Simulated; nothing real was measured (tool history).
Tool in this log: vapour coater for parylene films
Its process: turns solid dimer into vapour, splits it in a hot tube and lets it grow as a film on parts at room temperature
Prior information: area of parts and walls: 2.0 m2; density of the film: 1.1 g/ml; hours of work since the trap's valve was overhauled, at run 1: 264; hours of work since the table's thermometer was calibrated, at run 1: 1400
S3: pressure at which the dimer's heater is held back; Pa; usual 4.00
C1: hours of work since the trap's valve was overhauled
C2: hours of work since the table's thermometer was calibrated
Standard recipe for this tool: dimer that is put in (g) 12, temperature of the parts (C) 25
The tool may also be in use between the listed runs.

run 1 hour=0.0 | dimer_that_is_put_in_(g)=12 temperature_of_the_parts_(C)=25 S3=4.00 | C1=264 C2=1400 | thickness_of_the_film_(µm)=2.80
run 2 hour=61.3 | dimer_that_is_put_in_(g)=12 temperature_of_the_parts_(C)=25 S3=4.00 | C1=296 C2=1432 | thickness_of_the_film_(µm)=2.78
run 3 hour=103.1 | dimer_that_is_put_in_(g)=7 temperature_of_the_parts_(C)=25 S3=4.00 | C1=318 C2=1454 | thickness_of_the_film_(µm)=1.64
run 4 hour=141.8 | dimer_that_is_put_in_(g)=12 temperature_of_the_parts_(C)=25 S3=10.06 | C1=339 C2=1474 | thickness_of_the_film_(µm)=2.66
run 5 hour=215.0 | dimer_that_is_put_in_(g)=12 temperature_of_the_parts_(C)=25 S3=10.06 | C1=377 C2=1513 | thickness_of_the_film_(µm)=2.66
run 6 hour=268.8 | dimer_that_is_put_in_(g)=12 temperature_of_the_parts_(C)=25 S3=4.00 | C1=406 C2=1541 | thickness_of_the_film_(µm)=2.83
run 7 hour=339.2 | dimer_that_is_put_in_(g)=12 temperature_of_the_parts_(C)=25 S3=4.00 | C1=443 C2=1579 | thickness_of_the_film_(µm)=2.79
run 8 hour=386.2 | dimer_that_is_put_in_(g)=15 temperature_of_the_parts_(C)=25 S3=4.00 | C1=468 C2=1603 | thickness_of_the_film_(µm)=3.52
run 9 hour=459.8 | dimer_that_is_put_in_(g)=15 temperature_of_the_parts_(C)=25 S3=4.00 | C1=506 C2=1642 | thickness_of_the_film_(µm)=3.57
run 10 hour=499.0 | dimer_that_is_put_in_(g)=12 temperature_of_the_parts_(C)=25 S3=4.00 | C1=527 C2=1663 | thickness_of_the_film_(µm)=2.81
-- hour=543.8 table's thermometer calibrated
run 11 hour=559.1 | dimer_that_is_put_in_(g)=12 temperature_of_the_parts_(C)=25 S3=4.00 | C1=558 C2=8 | thickness_of_the_film_(µm)=2.82
run 12 hour=610.0 | dimer_that_is_put_in_(g)=12 temperature_of_the_parts_(C)=22 S3=4.00 | C1=585 C2=35 | thickness_of_the_film_(µm)=3.19
run 13 hour=660.4 | dimer_that_is_put_in_(g)=12 temperature_of_the_parts_(C)=22 S3=4.00 | C1=612 C2=62 | thickness_of_the_film_(µm)=3.18
run 14 hour=733.5 | dimer_that_is_put_in_(g)=12 temperature_of_the_parts_(C)=22 S3=4.00 | C1=650 C2=100 | thickness_of_the_film_(µm)=3.20
run 15 hour=792.2 | dimer_that_is_put_in_(g)=12 temperature_of_the_parts_(C)=22 S3=4.00 | C1=681 C2=131 | thickness_of_the_film_(µm)=3.20
-- hour=810.3 trap's valve overhauled
run 16 hour=872.9 | dimer_that_is_put_in_(g)=12 temperature_of_the_parts_(C)=25 S3=10.31 | C1=33 C2=172 | thickness_of_the_film_(µm)=2.66
run 17 hour=940.1 | dimer_that_is_put_in_(g)=12 temperature_of_the_parts_(C)=25 S3=10.31 | C1=69 C2=207 | thickness_of_the_film_(µm)=2.68
run 18 hour=1005.0 | dimer_that_is_put_in_(g)=12 temperature_of_the_parts_(C)=25 S3=10.31 | C1=103 C2=241 | thickness_of_the_film_(µm)=2.68
run 19 hour=1068.9 | dimer_that_is_put_in_(g)=12 temperature_of_the_parts_(C)=25 S3=10.31 | C1=136 C2=275 | thickness_of_the_film_(µm)=2.71
run 20 hour=1115.3 | dimer_that_is_put_in_(g)=12 temperature_of_the_parts_(C)=17 S3=4.00 | C1=161 C2=299 | thickness_of_the_film_(µm)=3.94
run 21 hour=1147.2 | dimer_that_is_put_in_(g)=12 temperature_of_the_parts_(C)=17 S3=4.00 | C1=178 C2=316 | thickness_of_the_film_(µm)=3.94
run 22 hour=1193.7 | dimer_that_is_put_in_(g)=12 temperature_of_the_parts_(C)=25 S3=4.97 | C1=202 C2=341 | thickness_of_the_film_(µm)=2.81
run 23 hour=1226.6 | dimer_that_is_put_in_(g)=12 temperature_of_the_parts_(C)=25 S3=4.97 | C1=220 C2=358 | thickness_of_the_film_(µm)=2.78
run 24 hour=1279.1 | dimer_that_is_put_in_(g)=12 temperature_of_the_parts_(C)=25 S3=4.00 | C1=247 C2=386 | thickness_of_the_film_(µm)=2.85
run 25 hour=1356.1 | dimer_that_is_put_in_(g)=10 temperature_of_the_parts_(C)=24 S3=8.97 | C1=288 C2=426 | thickness_of_the_film_(µm)=2.37
run 26 hour=1424.9 | dimer_that_is_put_in_(g)=14 temperature_of_the_parts_(C)=25 S3=6.03 | C1=324 C2=463 | thickness_of_the_film_(µm)=3.27
run 27 hour=1473.6 | dimer_that_is_put_in_(g)=21 temperature_of_the_parts_(C)=19 S3=10.93 | C1=350 C2=489 | thickness_of_the_film_(µm)=6.02
run 28 hour=1512.0 | dimer_that_is_put_in_(g)=21 temperature_of_the_parts_(C)=19 S3=11.31 | C1=370 C2=509 | thickness_of_the_film_(µm)=6.10
run 29 hour=1554.7 | dimer_that_is_put_in_(g)=6 temperature_of_the_parts_(C)=36 S3=6.70 | C1=393 C2=531 | thickness_of_the_film_(µm)=0.88
run 30 hour=1620.1 | dimer_that_is_put_in_(g)=6 temperature_of_the_parts_(C)=36 S3=6.70 | C1=427 C2=566 | thickness_of_the_film_(µm)=0.86
run 31 hour=1659.8 | dimer_that_is_put_in_(g)=6 temperature_of_the_parts_(C)=36 S3=6.70 | C1=448 C2=587 | thickness_of_the_film_(µm)=0.88
run 32 hour=1691.8 | dimer_that_is_put_in_(g)=12 temperature_of_the_parts_(C)=27 S3=2.56 | C1=465 C2=604 | thickness_of_the_film_(µm)=2.72
run 33 hour=1729.4 | dimer_that_is_put_in_(g)=12 temperature_of_the_parts_(C)=27 S3=2.56 | C1=485 C2=623 | thickness_of_the_film_(µm)=2.70
run 34 hour=1793.8 | dimer_that_is_put_in_(g)=12 temperature_of_the_parts_(C)=27 S3=2.56 | C1=519 C2=657 | thickness_of_the_film_(µm)=2.70
run 35 hour=1858.2 | dimer_that_is_put_in_(g)=5 temperature_of_the_parts_(C)=34 S3=4.00 | C1=553 C2=691 | thickness_of_the_film_(µm)=0.82
run 36 hour=1936.8 | dimer_that_is_put_in_(g)=16 temperature_of_the_parts_(C)=28 S3=5.77 | C1=594 C2=733 | thickness_of_the_film_(µm)=3.25
run 37 hour=1984.1 | dimer_that_is_put_in_(g)=9 temperature_of_the_parts_(C)=36 S3=5.77 | C1=619 C2=758 | thickness_of_the_film_(µm)=1.33
run 38 hour=2043.3 | dimer_that_is_put_in_(g)=16 temperature_of_the_parts_(C)=17 S3=4.00 | C1=651 C2=789 | thickness_of_the_film_(µm)=5.33
-- hour=2050.7 gauge calibrated
run 39 hour=2094.7 | dimer_that_is_put_in_(g)=12 temperature_of_the_parts_(C)=17 S3=11.03 | C1=678 C2=816 | thickness_of_the_film_(µm)=3.71
-- hour=2118.4 trap's valve overhauled
run 40 hour=2153.1 | dimer_that_is_put_in_(g)=12 temperature_of_the_parts_(C)=17 S3=11.03 | C1=18 C2=845 | thickness_of_the_film_(µm)=3.71
run 41 hour=2207.4 | dimer_that_is_put_in_(g)=5 temperature_of_the_parts_(C)=31 S3=7.28 | C1=47 C2=874 | thickness_of_the_film_(µm)=0.88
run 42 hour=2266.4 | dimer_that_is_put_in_(g)=7 temperature_of_the_parts_(C)=25 S3=8.21 | C1=78 C2=905 | thickness_of_the_film_(µm)=1.57
run 43 hour=2344.4 | dimer_that_is_put_in_(g)=7 temperature_of_the_parts_(C)=25 S3=8.21 | C1=119 C2=946 | thickness_of_the_film_(µm)=1.60
run 44 hour=2420.9 | dimer_that_is_put_in_(g)=7 temperature_of_the_parts_(C)=19 S3=8.21 | C1=160 C2=986 | thickness_of_the_film_(µm)=2.02
run 45 hour=2485.6 | dimer_that_is_put_in_(g)=7 temperature_of_the_parts_(C)=19 S3=8.21 | C1=194 C2=1020 | thickness_of_the_film_(µm)=2.04
run 46 hour=2527.4 | dimer_that_is_put_in_(g)=7 temperature_of_the_parts_(C)=18 S3=4.76 | C1=216 C2=1042 | thickness_of_the_film_(µm)=2.18
run 47 hour=2601.9 | dimer_that_is_put_in_(g)=7 temperature_of_the_parts_(C)=18 S3=4.76 | C1=255 C2=1082 | thickness_of_the_film_(µm)=2.17
run 48 hour=2640.8 | dimer_that_is_put_in_(g)=12 temperature_of_the_parts_(C)=24 S3=2.51 | C1=276 C2=1102 | thickness_of_the_film_(µm)=3.01

Branching from run 48: 3 alternative next runs. What would each branch give?
run A hour=2690.8 | dimer_that_is_put_in_(g)=18 temperature_of_the_parts_(C)=22 S3=12.00 | C1=302 C2=1129 | thickness_of_the_film_(µm)=?
run B hour=2690.8 | dimer_that_is_put_in_(g)=12 temperature_of_the_parts_(C)=25 S3=2.33 | C1=302 C2=1129 | thickness_of_the_film_(µm)=?
run C hour=2690.8 | dimer_that_is_put_in_(g)=7 temperature_of_the_parts_(C)=24 S3=2.51 | C1=302 C2=1129 | thickness_of_the_film_(µm)=?

run=A thickness_of_the_film_(µm)=4.52
run=B thickness_of_the_film_(µm)=2.91
run=C thickness_of_the_film_(µm)=1.76
Had the tool no hidden state, the same runs would have come out as:
run=A thickness_of_the_film_(µm)=4.48
run=B thickness_of_the_film_(µm)=2.89
run=C thickness_of_the_film_(µm)=1.74
